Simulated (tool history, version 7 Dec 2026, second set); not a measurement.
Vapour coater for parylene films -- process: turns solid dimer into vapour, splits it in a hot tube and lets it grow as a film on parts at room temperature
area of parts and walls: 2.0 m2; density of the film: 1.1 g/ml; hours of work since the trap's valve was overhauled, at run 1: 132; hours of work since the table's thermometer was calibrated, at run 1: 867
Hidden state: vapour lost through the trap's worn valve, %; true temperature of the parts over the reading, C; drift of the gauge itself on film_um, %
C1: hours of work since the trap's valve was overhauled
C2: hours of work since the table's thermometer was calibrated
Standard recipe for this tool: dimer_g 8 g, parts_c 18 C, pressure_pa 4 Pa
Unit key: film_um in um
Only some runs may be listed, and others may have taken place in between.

Run 1, hour 0: usual settings; C1 132; C2 867. Result: film_um 2.82 um.
Run 2, hour 25.8: usual settings but pressure_pa 2.92 Pa; C1 151; C2 886. Result: film_um 3.02 um.
Run 3, hour 72.5: usual settings but pressure_pa 2.92 Pa; C1 185; C2 920. Result: film_um 2.89 um.
Run 4, hour 104.1: usual settings but pressure_pa 2.92 Pa; C1 208; C2 943. Result: film_um 2.93 um.
At hour 113.1: trap's valve overhauled.
Run 5, hour 145.4: usual settings but pressure_pa 2.92 Pa; C1 24; C2 971. Result: film_um 2.82 um.
Run 6, hour 186.6: usual settings but pressure_pa 2.92 Pa; C1 54; C2 1001. Result: film_um 2.84 um.
Run 7, hour 238.9: usual settings but pressure_pa 2.92 Pa; C1 92; C2 1039. Result: film_um 2.82 um.
Run 8, hour 289.4: usual settings but pressure_pa 2.92 Pa; C1 129; C2 1076. Result: film_um 2.85 um.
At hour 296.7: trap's valve overhauled, once more.
Run 9, hour 326.2: usual settings but dimer_g 5 g, parts_c 13 C, pressure_pa 9.28 Pa; C1 22; C2 1100. Result: film_um 1.96 um.
Run 10, hour 351.3: usual settings but dimer_g 5 g, parts_c 13 C, pressure_pa 9.28 Pa; C1 40; C2 1119. Result: film_um 1.92 um.
Run 11, hour 396.1: usual settings but dimer_g 11 g, parts_c 13 C, pressure_pa 9.38 Pa; C1 73; C2 1152. Result: film_um 4.28 um.
Run 12, hour 436.8: usual settings but dimer_g 11 g, parts_c 24 C, pressure_pa 9.67 Pa; C1 103; C2 1181. Result: film_um 2.52 um.

Predict each of these 4 candidate next runs independently; none follows another, all start after run 12:
Run A, hour 488.1: usual settings but dimer_g 5 g, parts_c 24 C, pressure_pa 7.78 Pa; C1 140; C2 1219. Result: film_um ?.
Run B, hour 488.1: usual settings but dimer_g 10 g, parts_c 24 C, pressure_pa 2.97 Pa; C1 140; C2 1219. Result: film_um ?.
Run C, hour 488.1: usual settings but dimer_g 13 g, parts_c 11 C, pressure_pa 2.75 Pa; C1 140; C2 1219. Result: film_um ?.
Run D, hour 488.1: usual settings but pressure_pa 8.78 Pa; C1 140; C2 1219. Result: film_um ?.

run  film_um
  A     1.24
  B     2.79
  C     5.64
  D     2.47
Without the tool's unlogged condition, the same runs would have read:
run  film_um
  A     1.29
  B     2.93
  C     5.76
  D     2.59
